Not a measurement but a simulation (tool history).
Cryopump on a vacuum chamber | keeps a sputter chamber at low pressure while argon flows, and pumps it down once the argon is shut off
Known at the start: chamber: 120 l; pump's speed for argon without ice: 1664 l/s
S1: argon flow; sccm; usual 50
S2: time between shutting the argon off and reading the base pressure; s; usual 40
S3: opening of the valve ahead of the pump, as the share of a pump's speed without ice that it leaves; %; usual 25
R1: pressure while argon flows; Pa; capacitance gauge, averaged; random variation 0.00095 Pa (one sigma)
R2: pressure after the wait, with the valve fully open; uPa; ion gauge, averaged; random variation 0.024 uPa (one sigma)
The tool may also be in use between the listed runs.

run,hour,S1,S2,S3,R1,R2
1,0,50,40,25,0.2058,0.99
2,8.7,50,40,25,0.2074,0.98
3,19.6,50,40,25,0.2057,0.96
4,29.2,50,40,25,0.2061,0.94
5,40.5,50,33,25,0.206,1.11
6,49.6,50,109,25,0.2055,0.55
7,61.8,50,109,49,0.1077,0.57
8,74.1,50,109,49,0.1071,0.58
9,82.7,25,40,25,0.1029,1.02
10,93.9,25,40,25,0.1038,1.05
11,104.8,60,40,18,0.3449,1.06
12,120.7,47,40,19,0.2548,1.04
13,135.7,94,155,46,0.2164,0.55
14,150.3,94,155,46,0.2136,0.58

The next listed run, before its measurement:
15,157.6,25,40,20,?,?

Run 15 gave R1 0.1303 Pa, R2 1.08 uPa.
Without the tool's hidden state the same run would have given R1 0.1282 Pa, R2 0.85 uPa.
